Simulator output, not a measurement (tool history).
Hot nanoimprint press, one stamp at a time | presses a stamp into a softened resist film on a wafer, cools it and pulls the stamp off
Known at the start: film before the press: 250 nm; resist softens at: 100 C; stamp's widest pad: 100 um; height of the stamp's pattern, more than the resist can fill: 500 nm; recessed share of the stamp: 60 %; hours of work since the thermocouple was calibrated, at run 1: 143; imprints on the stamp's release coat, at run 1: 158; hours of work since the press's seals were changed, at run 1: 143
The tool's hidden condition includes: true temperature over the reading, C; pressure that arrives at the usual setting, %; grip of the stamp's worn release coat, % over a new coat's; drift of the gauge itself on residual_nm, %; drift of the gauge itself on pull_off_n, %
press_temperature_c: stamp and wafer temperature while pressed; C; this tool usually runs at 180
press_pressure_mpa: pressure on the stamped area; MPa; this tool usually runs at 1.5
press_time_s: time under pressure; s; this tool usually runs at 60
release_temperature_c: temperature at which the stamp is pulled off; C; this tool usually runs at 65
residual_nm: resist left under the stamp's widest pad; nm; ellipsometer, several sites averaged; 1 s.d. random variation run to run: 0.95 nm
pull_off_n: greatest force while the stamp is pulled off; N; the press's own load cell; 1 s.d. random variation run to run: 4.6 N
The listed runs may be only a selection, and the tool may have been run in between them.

run     day  press_temperature_c  press_pressure_mpa  press_time_s  release_temperature_c  hours of work since the thermocouple was calibrated  imprints on the stamp's release coat  hours of work since the press's seals were changed  residual_nm  pull_off_n
  1       0                  180                 1.5            60                     65                                                  143                                   158                                                 143        131.9         234
  2   1.433                  180                 1.5            60                     65                                                  167                                   303                                                 167        131.9         248
  3   2.446                  180                 1.5            60                     65                                                  184                                   406                                                 184        131.4         244
  4   3.971                  180                 1.5            60                     65                                                  210                                   560                                                 210        130.5         247
  5   5.425                  180                 1.5            60                     65                                                  234                                   707                                                 234        129.7         255
  6   6.504                  180                 1.5            60                     65                                                  252                                   816                                                 252        131.1         275
  7   7.558                  180                 1.5            60                     65                                                  270                                   923                                                 270        130.5         282
  8   8.233                  180                 1.5            60                     65                                                  281                                   991                                                 281        131.6         281
  9   9.312                  180                 1.5            94                     65                                                  299                                  1100                                                 299          111         287
     10.712  -- stamp cleaned and given a new release coat
 10  11.062                  180                 1.5            94                     65                                                  324                                    35                                                 324          111         223
 11  12.533                  180                 1.5            60                     65                                                  349                                   184                                                 349        130.1         223
 12  13.462                  180                 1.5            60                     73                                                  364                                   278                                                 364        130.9         193
 13  15.079                  180                 1.5           108                     73                                                  391                                   441                                                 391        103.3         202
 14  15.842                  180                 1.5           108                     73                                                  404                                   518                                                 404        103.3         195
 15  17.138                  180                 1.5           108                     73                                                  426                                   650                                                 426        104.8         207
 16  18.612                  180                 1.5            54                     73                                                  450                                   799                                                 450        132.7         208
 17  20.258                  189                1.25            60                     60                                                  478                                   965                                                 478        110.9         303
 18  21.825                  189                1.25            60                     60                                                  504                                  1124                                                 504          110         314
     22.925  -- stamp cleaned and given a new release coat
 19  22.925                  177                1.25            52                     52                                                  518                                     0                                                 518        154.7         282
 20  24.575                  177                1.25            52                     52                                                  546                                   166                                                 546          155         294
 21  25.908                  177                1.25            52                     52                                                  568                                   302                                                 568        154.9         312
     26.596  -- press's hydraulic seals changed and the load cell set to zero
     26.854  -- plate thermocouple calibrated
 22  27.529                  177                1.25            52                     52                                                   11                                   419                                                  14        162.3         332
 23   29.15                  177                 1.6            52                     59                                                   38                                   583                                                  41        147.8         306
 24  30.383                  175                 1.5            47                     53                                                   59                                   708                                                  61        162.7         344
 25   31.85                  175                 1.5            30                     62                                                   84                                   856                                                  86        181.3         298
 26  32.825                  188                0.95            46                     66                                                  100                                   955                                                 102        142.3         281
 27  34.354                  188                0.95            46                     66                                                  125                                  1110                                                 128        145.4         271
     35.542  -- stamp cleaned and given a new release coat
 28  35.883                  180                 1.5            90                     73                                                  147                                    35                                                 149        114.6         178
 29  36.592                  187                1.02            49                     73                                                  159                                   107                                                 161        139.8         183

Subtracting, for every run, the result it would have given without the tool's unlogged condition from the measured result gives the following. The same run-to-run variation enters both numbers; the gauge's scatter may not:
run  residual_nm  pull_off_n
  1         -1.9          +6
  2         -2.2         +14
  3         -2.4         +19
  4         -2.7         +27
  5         -2.9         +35
  6         -3.2         +43
  7         -3.4         +49
  8         -3.5         +53
  9         -3.4         +59
 10         -3.7          -5
 11         -4.3          +2
 12         -4.4          +4
 13         -4.3         +12
 14         -4.4         +14
 15         -4.6         +21
 16         -5.4         +26
 17         -4.9         +52
 18         -5.1         +62
 19         -6.7         -11
 20           -7          +0
 21         -7.3         +10
 22           +0         +32
 23         -0.3         +40
 24         -0.5         +53
 25         -0.8         +53
 26         -0.9         +56
 27         -1.3         +60
 28         -1.4          -1
 29         -1.6          +1

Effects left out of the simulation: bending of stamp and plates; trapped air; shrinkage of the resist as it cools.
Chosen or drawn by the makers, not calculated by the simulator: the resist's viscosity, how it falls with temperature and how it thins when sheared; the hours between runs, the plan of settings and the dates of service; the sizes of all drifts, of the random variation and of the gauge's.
